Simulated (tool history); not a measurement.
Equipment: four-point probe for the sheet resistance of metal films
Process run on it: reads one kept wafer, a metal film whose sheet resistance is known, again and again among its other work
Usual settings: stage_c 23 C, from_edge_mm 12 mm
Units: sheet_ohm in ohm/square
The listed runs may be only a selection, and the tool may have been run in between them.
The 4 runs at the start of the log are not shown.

{"hour": 374.7, "done": "stage's thermometer calibrated"}
{"run": 5, "hour": 388.8, "stage_c": 23, "from_edge_mm": 12, "sheet_ohm": 3.719234}
{"run": 6, "hour": 471.7, "stage_c": 23, "from_edge_mm": 12, "sheet_ohm": 3.719591}
{"run": 7, "hour": 580.4, "stage_c": 23, "from_edge_mm": 12, "sheet_ohm": 3.718928}
{"run": 8, "hour": 675.0, "stage_c": 23, "from_edge_mm": 12, "sheet_ohm": 3.717654}
{"run": 9, "hour": 789.6, "stage_c": 23, "from_edge_mm": 12, "sheet_ohm": 3.718457}
{"run": 10, "hour": 903.8, "stage_c": 23, "from_edge_mm": 12, "sheet_ohm": 3.718597}
{"run": 11, "hour": 1007.6, "stage_c": 23, "from_edge_mm": 12, "sheet_ohm": 3.719549}
{"run": 12, "hour": 1137.4, "stage_c": 23, "from_edge_mm": 12, "sheet_ohm": 3.720142}
{"run": 13, "hour": 1232.2, "stage_c": 34, "from_edge_mm": 12, "sheet_ohm": 3.696424}
{"run": 14, "hour": 1300.6, "stage_c": 23, "from_edge_mm": 12, "sheet_ohm": 3.719783}
{"run": 15, "hour": 1430.8, "stage_c": 23, "from_edge_mm": 12, "sheet_ohm": 3.718109}
{"hour": 1475.6, "done": "new probe head fitted"}
{"run": 16, "hour": 1508.9, "stage_c": 25, "from_edge_mm": 12, "sheet_ohm": 3.714874}
{"run": 17, "hour": 1589.3, "stage_c": 25, "from_edge_mm": 12, "sheet_ohm": 3.715351}
{"run": 18, "hour": 1655.5, "stage_c": 25, "from_edge_mm": 12, "sheet_ohm": 3.714605}
{"run": 19, "hour": 1769.6, "stage_c": 25, "from_edge_mm": 12, "sheet_ohm": 3.715057}
{"run": 20, "hour": 1842.9, "stage_c": 25, "from_edge_mm": 12, "sheet_ohm": 3.71662}
{"run": 21, "hour": 1906.2, "stage_c": 25, "from_edge_mm": 12, "sheet_ohm": 3.715199}
{"run": 22, "hour": 2013.9, "stage_c": 25, "from_edge_mm": 12, "sheet_ohm": 3.715749}
{"run": 23, "hour": 2092.6, "stage_c": 25, "from_edge_mm": 12, "sheet_ohm": 3.71439}
{"run": 24, "hour": 2197.9, "stage_c": 26, "from_edge_mm": 65, "sheet_ohm": 3.692639}
{"run": 25, "hour": 2321.4, "stage_c": 23, "from_edge_mm": 4, "sheet_ohm": 3.887129}

For run 26, what comes out?
{"run": 26, "hour": 2409.6, "stage_c": 22, "from_edge_mm": 49, "sheet_ohm": "?"}

{"run 26": {"sheet_ohm": 3.70132}}
If the tool had no hidden condition, the same run with the same run-to-run variation would have returned sheet_ohm 3.701322 ohm/square.
